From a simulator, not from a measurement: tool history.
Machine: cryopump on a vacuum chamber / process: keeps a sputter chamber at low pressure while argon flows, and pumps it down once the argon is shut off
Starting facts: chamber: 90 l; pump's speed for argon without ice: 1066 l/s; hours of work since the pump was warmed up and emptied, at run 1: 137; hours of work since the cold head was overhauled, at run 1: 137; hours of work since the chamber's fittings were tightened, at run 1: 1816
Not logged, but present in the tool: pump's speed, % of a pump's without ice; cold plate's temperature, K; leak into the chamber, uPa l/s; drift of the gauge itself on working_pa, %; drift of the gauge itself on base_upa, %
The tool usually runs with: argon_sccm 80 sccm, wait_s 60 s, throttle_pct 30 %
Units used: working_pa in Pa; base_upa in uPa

run	day	argon_sccm	wait_s	throttle_pct	hours of work since the pump was warmed up and emptied	hours of work since the cold head was overhauled	hours of work since the chamber's fittings were tightened	working_pa	base_upa
1	0	80	60	30	137	137	1816	0.4333	3.85
2	1.2	80	113	30	158	158	1836	0.4355	3.46
3	2.771	80	113	30	185	185	1864	0.4392	3.76
4	3.75	80	113	30	202	202	1881	0.4392	3.88
5	4.983	80	113	30	223	223	1902	0.4401	3.95
6	6.988	80	113	30	258	258	1937	0.4446	4.02
7	8.504	80	113	30	284	284	1963	0.4486	4.21
8	10.925	80	113	30	326	326	2005	0.4547	4.38
9	12.2	63	35	29	348	348	2027	0.3658	5.19
10	13.775	63	35	29	375	375	2054	0.373	5.22
11	15.046	116	71	19	397	397	2076	1.018	4.93
12	17.071	80	42	30	432	432	2111	0.4663	5.4
13	19.208	80	42	30	469	469	2148	0.4665	5.83
# day 21.217: pump warmed up, emptied and cooled again
14	21.467	48	22	30	4	504	2183	0.2563	5.39
15	23.012	126	60	19	31	531	2210	1.0584	4.29

Below are 3 alternative next runs, each starting from the tool's condition after run 15. Predict each:
A	25.421	80	60	34	73	573	2252	?	?
B	25.421	81	78	15	73	573	2252	?	?
C	25.421	53	233	42	73	573	2252	?	?

run	working_pa	base_upa
A	0.3799	4.58
B	0.8628	4.36
C	0.2035	3.95
With the hidden condition removed and each run's random variation left untouched, the same runs would have given:
run	working_pa	base_upa
A	0.3728	0.91
B	0.8556	0.77
C	0.1988	0.42
